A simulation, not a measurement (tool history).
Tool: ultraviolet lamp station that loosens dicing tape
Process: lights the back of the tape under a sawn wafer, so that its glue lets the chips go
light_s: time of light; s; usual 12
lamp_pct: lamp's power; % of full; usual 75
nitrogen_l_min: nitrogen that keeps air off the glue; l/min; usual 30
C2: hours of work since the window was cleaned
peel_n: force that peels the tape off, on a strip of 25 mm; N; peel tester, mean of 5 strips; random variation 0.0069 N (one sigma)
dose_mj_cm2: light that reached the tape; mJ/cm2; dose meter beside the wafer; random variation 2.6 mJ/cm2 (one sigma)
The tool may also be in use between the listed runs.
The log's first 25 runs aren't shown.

run 26 hour=693.1 | light_s=24 lamp_pct=83 nitrogen_l_min=10 | hours_of_work_of_the_lamp=1037 C2=49 | peel_n=0.240 dose_mj_cm2=476
run 27 hour=729.4 | light_s=12 lamp_pct=69 nitrogen_l_min=10 | hours_of_work_of_the_lamp=1054 C2=67 | peel_n=0.837 dose_mj_cm2=194
run 28 hour=766.3 | light_s=22 lamp_pct=100 nitrogen_l_min=35 | hours_of_work_of_the_lamp=1072 C2=85 | peel_n=0.187 dose_mj_cm2=510
run 29 hour=796.4 | light_s=22 lamp_pct=100 nitrogen_l_min=35 | hours_of_work_of_the_lamp=1087 C2=100 | peel_n=0.195 dose_mj_cm2=498
run 30 hour=821.9 | light_s=12 lamp_pct=87 nitrogen_l_min=30 | hours_of_work_of_the_lamp=1100 C2=112 | peel_n=0.336 dose_mj_cm2=241
run 31 hour=852.2 | light_s=20 lamp_pct=60 nitrogen_l_min=20 | hours_of_work_of_the_lamp=1115 C2=127 | peel_n=0.352 dose_mj_cm2=275
run 32 hour=874.7 | light_s=22 lamp_pct=75 nitrogen_l_min=53 | hours_of_work_of_the_lamp=1126 C2=138 | peel_n=0.196 dose_mj_cm2=367
run 33 hour=890.8 | light_s=6 lamp_pct=88 nitrogen_l_min=18 | hours_of_work_of_the_lamp=1133 C2=146 | peel_n=1.118 dose_mj_cm2=115
run 34 hour=915.9 | light_s=7 lamp_pct=79 nitrogen_l_min=27 | hours_of_work_of_the_lamp=1146 C2=158 | peel_n=0.924 dose_mj_cm2=121
run 35 hour=936.8 | light_s=7 lamp_pct=75 nitrogen_l_min=16 | hours_of_work_of_the_lamp=1156 C2=169 | peel_n=1.216 dose_mj_cm2=115
run 36 hour=973.3 | light_s=7 lamp_pct=75 nitrogen_l_min=16 | hours_of_work_of_the_lamp=1174 C2=186 | peel_n=1.212 dose_mj_cm2=112
run 37 hour=1009.1 | light_s=14 lamp_pct=96 nitrogen_l_min=30 | hours_of_work_of_the_lamp=1191 C2=204 | peel_n=0.268 dose_mj_cm2=285
run 38 hour=1034.5 | light_s=10 lamp_pct=75 nitrogen_l_min=19 | hours_of_work_of_the_lamp=1204 C2=216 | peel_n=0.792 dose_mj_cm2=159
run 39 hour=1058.7 | light_s=10 lamp_pct=75 nitrogen_l_min=19 | hours_of_work_of_the_lamp=1216 C2=228 | peel_n=0.802 dose_mj_cm2=154
run 40 hour=1093.5 | light_s=16 lamp_pct=75 nitrogen_l_min=19 | hours_of_work_of_the_lamp=1233 C2=245 | peel_n=0.431 dose_mj_cm2=249
run 41 hour=1110.7 | light_s=14 lamp_pct=78 nitrogen_l_min=14 | hours_of_work_of_the_lamp=1241 C2=254 | peel_n=0.579 dose_mj_cm2=223
run 42 hour=1136.2 | light_s=14 lamp_pct=78 nitrogen_l_min=14 | hours_of_work_of_the_lamp=1254 C2=266 | peel_n=0.562 dose_mj_cm2=224
run 43 hour=1164.5 | light_s=14 lamp_pct=78 nitrogen_l_min=31 | hours_of_work_of_the_lamp=1267 C2=280 | peel_n=0.379 dose_mj_cm2=222
run 44 hour=1202.1 | light_s=14 lamp_pct=72 nitrogen_l_min=14 | hours_of_work_of_the_lamp=1286 C2=299 | peel_n=0.660 dose_mj_cm2=194

3 ways to go on from here, each from the tool as it stands after run 44. What would each give?
run A hour=1236.8 | light_s=14 lamp_pct=76 nitrogen_l_min=27 | hours_of_work_of_the_lamp=1303 C2=316 | peel_n=? dose_mj_cm2=?
run B hour=1236.8 | light_s=14 lamp_pct=91 nitrogen_l_min=14 | hours_of_work_of_the_lamp=1303 C2=316 | peel_n=? dose_mj_cm2=?
run C hour=1236.8 | light_s=7 lamp_pct=75 nitrogen_l_min=30 | hours_of_work_of_the_lamp=1303 C2=316 | peel_n=? dose_mj_cm2=?

run=A peel_n=0.461 dose_mj_cm2=211
run=B peel_n=0.485 dose_mj_cm2=249
run=C peel_n=1.115 dose_mj_cm2=103
Without the tool's hidden state the same runs would have given:
run=A peel_n=0.223 dose_mj_cm2=380
run=B peel_n=0.221 dose_mj_cm2=451
run=C peel_n=0.516 dose_mj_cm2=187
